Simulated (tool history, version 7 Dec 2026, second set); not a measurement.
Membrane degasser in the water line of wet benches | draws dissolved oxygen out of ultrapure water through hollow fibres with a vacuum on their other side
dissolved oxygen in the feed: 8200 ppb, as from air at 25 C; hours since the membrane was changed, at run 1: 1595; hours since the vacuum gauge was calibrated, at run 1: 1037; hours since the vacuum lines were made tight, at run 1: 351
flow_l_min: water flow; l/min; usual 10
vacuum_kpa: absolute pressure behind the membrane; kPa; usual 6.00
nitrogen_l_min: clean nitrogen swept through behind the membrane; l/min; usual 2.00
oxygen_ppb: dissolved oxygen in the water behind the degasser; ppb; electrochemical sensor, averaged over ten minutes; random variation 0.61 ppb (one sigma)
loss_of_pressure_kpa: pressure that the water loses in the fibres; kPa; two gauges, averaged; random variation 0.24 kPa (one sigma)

run,hour,flow_l_min,vacuum_kpa,nitrogen_l_min,hours since the membrane was changed,hours since the vacuum gauge was calibrated,hours since the vacuum lines were made tight,oxygen_ppb,loss_of_pressure_kpa
1,0.0,10,6.00,2.00,1595,1037,351,53.8,64.47
2,49.9,7,6.00,2.00,1645,1087,400,32.8,44.93
3,157.2,10,6.00,2.00,1752,1194,508,54.1,64.56
4,223.0,10,6.00,2.00,1818,1260,574,53.6,64.76
5,277.6,10,6.00,4.63,1873,1314,628,34.2,64.57
6,332.0,10,6.00,2.00,1927,1369,683,53.8,65.20
7,398.6,10,10.62,2.00,1994,1435,749,108.0,64.62
8,500.9,10,6.00,2.00,2096,1538,851,53.6,64.98
9,558.2,10,6.00,2.00,2153,1595,909,53.5,64.79
10,668.4,10,7.94,2.00,2263,1705,1019,76.6,64.74
11,741.1,10,6.00,2.00,2336,1778,1092,53.1,65.32
12,810.1,10,3.77,2.00,2405,1847,1161,26.3,65.41
13,919.9,10,7.39,2.00,2515,1957,1270,69.1,65.32
14,1018.8,10,6.00,2.00,2614,2055,1369,53.1,65.00
15,1069.0,10,6.00,2.00,2664,2106,1420,53.4,65.29
16,1178.8,11,6.00,2.00,2774,2215,1529,61.0,71.95
17,1278.6,8,14.36,1.74,2874,2315,1629,137.0,52.33
18,1387.4,8,8.32,0.81,2983,2424,1738,133.0,52.33
19,1491.2,10,6.00,1.07,3086,2528,1842,81.1,65.80

Forecast run 20:
20,1571.4,10,6.00,1.07,3167,2608,1922,?,?

oxygen_ppb: 81.6 ppb
loss_of_pressure_kpa: 65.53 kPa
Without the tool's hidden state the same run would have given oxygen_ppb 81.5 ppb, loss_of_pressure_kpa 64.42 kPa.

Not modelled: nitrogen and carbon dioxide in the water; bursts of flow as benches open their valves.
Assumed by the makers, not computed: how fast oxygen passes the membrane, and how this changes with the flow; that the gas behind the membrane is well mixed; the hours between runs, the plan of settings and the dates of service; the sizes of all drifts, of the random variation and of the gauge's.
